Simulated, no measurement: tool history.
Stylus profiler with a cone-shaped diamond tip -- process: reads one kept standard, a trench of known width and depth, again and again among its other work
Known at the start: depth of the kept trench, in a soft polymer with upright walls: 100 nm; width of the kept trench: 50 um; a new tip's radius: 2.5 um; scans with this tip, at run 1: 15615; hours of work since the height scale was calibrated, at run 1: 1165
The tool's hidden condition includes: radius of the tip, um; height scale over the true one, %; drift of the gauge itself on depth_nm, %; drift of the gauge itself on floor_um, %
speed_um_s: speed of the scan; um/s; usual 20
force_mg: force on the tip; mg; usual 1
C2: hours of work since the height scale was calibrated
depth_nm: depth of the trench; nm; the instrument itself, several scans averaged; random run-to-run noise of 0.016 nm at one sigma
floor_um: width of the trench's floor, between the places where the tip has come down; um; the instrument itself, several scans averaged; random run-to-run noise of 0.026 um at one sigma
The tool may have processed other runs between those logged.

{"run": 1, "hour": 0.0, "speed_um_s": 20, "force_mg": 1, "scans with this tip": 15615, "C2": 1165, "depth_nm": 101.13, "floor_um": 47.97}
{"run": 2, "hour": 15.3, "speed_um_s": 20, "force_mg": 1, "scans with this tip": 15705, "C2": 1172, "depth_nm": 101.13, "floor_um": 47.99}
{"run": 3, "hour": 46.7, "speed_um_s": 20, "force_mg": 2.22, "scans with this tip": 15889, "C2": 1185, "depth_nm": 101.71, "floor_um": 47.97}
{"run": 4, "hour": 64.1, "speed_um_s": 20, "force_mg": 2.22, "scans with this tip": 15992, "C2": 1193, "depth_nm": 101.71, "floor_um": 48}
{"run": 5, "hour": 94.5, "speed_um_s": 14, "force_mg": 1, "scans with this tip": 16171, "C2": 1206, "depth_nm": 101.14, "floor_um": 47.99}
{"hour": 119.5, "done": "new tip fitted, height scale calibrated"}
{"run": 6, "hour": 120.7, "speed_um_s": 14, "force_mg": 1, "scans with this tip": 7, "C2": 1, "depth_nm": 100.83, "floor_um": 48.54}
{"run": 7, "hour": 136.6, "speed_um_s": 7, "force_mg": 1, "scans with this tip": 101, "C2": 8, "depth_nm": 100.8, "floor_um": 48.58}
{"run": 8, "hour": 153.1, "speed_um_s": 7, "force_mg": 1, "scans with this tip": 197, "C2": 15, "depth_nm": 100.82, "floor_um": 48.55}
{"run": 9, "hour": 187.8, "speed_um_s": 7, "force_mg": 1, "scans with this tip": 401, "C2": 30, "depth_nm": 100.82, "floor_um": 48.55}
{"run": 10, "hour": 223.8, "speed_um_s": 7, "force_mg": 1, "scans with this tip": 613, "C2": 46, "depth_nm": 100.85, "floor_um": 48.55}
{"run": 11, "hour": 260.3, "speed_um_s": 7, "force_mg": 1, "scans with this tip": 828, "C2": 62, "depth_nm": 100.87, "floor_um": 48.51}
{"run": 12, "hour": 291.7, "speed_um_s": 7, "force_mg": 1, "scans with this tip": 1012, "C2": 76, "depth_nm": 100.83, "floor_um": 48.53}
{"run": 13, "hour": 319.5, "speed_um_s": 20, "force_mg": 1, "scans with this tip": 1175, "C2": 88, "depth_nm": 100.83, "floor_um": 48.47}
{"run": 14, "hour": 352.7, "speed_um_s": 20, "force_mg": 1, "scans with this tip": 1371, "C2": 102, "depth_nm": 100.84, "floor_um": 48.48}
{"run": 15, "hour": 378.7, "speed_um_s": 20, "force_mg": 1, "scans with this tip": 1523, "C2": 114, "depth_nm": 100.85, "floor_um": 48.49}
{"run": 16, "hour": 399.7, "speed_um_s": 20, "force_mg": 1, "scans with this tip": 1647, "C2": 123, "depth_nm": 100.85, "floor_um": 48.41}
{"run": 17, "hour": 414.9, "speed_um_s": 26, "force_mg": 1, "scans with this tip": 1736, "C2": 130, "depth_nm": 100.85, "floor_um": 48.41}
{"run": 18, "hour": 444.4, "speed_um_s": 26, "force_mg": 1, "scans with this tip": 1910, "C2": 143, "depth_nm": 100.87, "floor_um": 48.45}
{"run": 19, "hour": 476.4, "speed_um_s": 12, "force_mg": 1, "scans with this tip": 2098, "C2": 157, "depth_nm": 100.84, "floor_um": 48.45}
{"run": 20, "hour": 510.3, "speed_um_s": 20, "force_mg": 2.48, "scans with this tip": 2297, "C2": 171, "depth_nm": 101.55, "floor_um": 48.46}
{"run": 21, "hour": 526.2, "speed_um_s": 20, "force_mg": 1, "scans with this tip": 2391, "C2": 178, "depth_nm": 100.86, "floor_um": 48.41}
{"run": 22, "hour": 560.9, "speed_um_s": 20, "force_mg": 1.5, "scans with this tip": 2595, "C2": 194, "depth_nm": 101.12, "floor_um": 48.42}
{"run": 23, "hour": 592.4, "speed_um_s": 28, "force_mg": 1.22, "scans with this tip": 2780, "C2": 207, "depth_nm": 100.97, "floor_um": 48.36}
{"run": 24, "hour": 621.2, "speed_um_s": 30, "force_mg": 1, "scans with this tip": 2949, "C2": 220, "depth_nm": 100.85, "floor_um": 48.37}
{"run": 25, "hour": 650.4, "speed_um_s": 9, "force_mg": 1.2, "scans with this tip": 3121, "C2": 233, "depth_nm": 100.98, "floor_um": 48.46}
{"run": 26, "hour": 679.5, "speed_um_s": 64, "force_mg": 0.94, "scans with this tip": 3292, "C2": 246, "depth_nm": 100.83, "floor_um": 48.22}
{"run": 27, "hour": 711.9, "speed_um_s": 6, "force_mg": 0.98, "scans with this tip": 3482, "C2": 260, "depth_nm": 100.86, "floor_um": 48.46}
{"run": 28, "hour": 736.1, "speed_um_s": 20, "force_mg": 0.99, "scans with this tip": 3625, "C2": 270, "depth_nm": 100.87, "floor_um": 48.37}
{"run": 29, "hour": 763.1, "speed_um_s": 79, "force_mg": 0.82, "scans with this tip": 3784, "C2": 282, "depth_nm": 100.78, "floor_um": 48.04}
{"run": 30, "hour": 780.7, "speed_um_s": 20, "force_mg": 1.68, "scans with this tip": 3887, "C2": 290, "depth_nm": 101.24, "floor_um": 48.41}
{"run": 31, "hour": 815.3, "speed_um_s": 64, "force_mg": 1, "scans with this tip": 4090, "C2": 305, "depth_nm": 100.89, "floor_um": 48.18}
{"run": 32, "hour": 830.1, "speed_um_s": 64, "force_mg": 1, "scans with this tip": 4177, "C2": 312, "depth_nm": 100.87, "floor_um": 48.21}
{"run": 33, "hour": 850.6, "speed_um_s": 6, "force_mg": 0.93, "scans with this tip": 4298, "C2": 321, "depth_nm": 100.86, "floor_um": 48.43}
{"run": 34, "hour": 871.0, "speed_um_s": 8, "force_mg": 1.42, "scans with this tip": 4418, "C2": 330, "depth_nm": 101.13, "floor_um": 48.41}
{"run": 35, "hour": 906.9, "speed_um_s": 6, "force_mg": 1.42, "scans with this tip": 4629, "C2": 345, "depth_nm": 101.15, "floor_um": 48.41}
{"run": 36, "hour": 928.8, "speed_um_s": 6, "force_mg": 1.42, "scans with this tip": 4758, "C2": 355, "depth_nm": 101.12, "floor_um": 48.38}
{"run": 37, "hour": 962.7, "speed_um_s": 70, "force_mg": 1, "scans with this tip": 4957, "C2": 370, "depth_nm": 100.9, "floor_um": 48.15}
{"run": 38, "hour": 991.5, "speed_um_s": 6, "force_mg": 2.91, "scans with this tip": 5126, "C2": 382, "depth_nm": 101.79, "floor_um": 48.4}
{"run": 39, "hour": 1022.7, "speed_um_s": 28, "force_mg": 2.91, "scans with this tip": 5310, "C2": 396, "depth_nm": 101.78, "floor_um": 48.31}
{"run": 40, "hour": 1056.9, "speed_um_s": 7, "force_mg": 1.44, "scans with this tip": 5511, "C2": 411, "depth_nm": 101.13, "floor_um": 48.28}
{"run": 41, "hour": 1081.5, "speed_um_s": 58, "force_mg": 1, "scans with this tip": 5655, "C2": 422, "depth_nm": 100.92, "floor_um": 48.16}
{"run": 42, "hour": 1111.4, "speed_um_s": 58, "force_mg": 0.49, "scans with this tip": 5831, "C2": 435, "depth_nm": 100.58, "floor_um": 47.99}
{"run": 43, "hour": 1147.4, "speed_um_s": 11, "force_mg": 1.88, "scans with this tip": 6043, "C2": 451, "depth_nm": 101.38, "floor_um": 48.35}
{"run": 44, "hour": 1169.9, "speed_um_s": 11, "force_mg": 1.88, "scans with this tip": 6175, "C2": 461, "depth_nm": 101.38, "floor_um": 48.35}

Across each entry between runs, compare the hidden state at the last listed run before it with the hidden state at the first listed run after it:
Runs 5 to 6: new tip fitted, height scale calibrated (hour 119.5)
  radius of the tip, um: 4.8 -> 2.5; height scale over the true one, %: 0.301 -> -0.009
  difference, measured minus the result without the unlogged condition, depth_nm: +0.3 -> -0.01 nm; floor_um: -0.55 -> +0 um
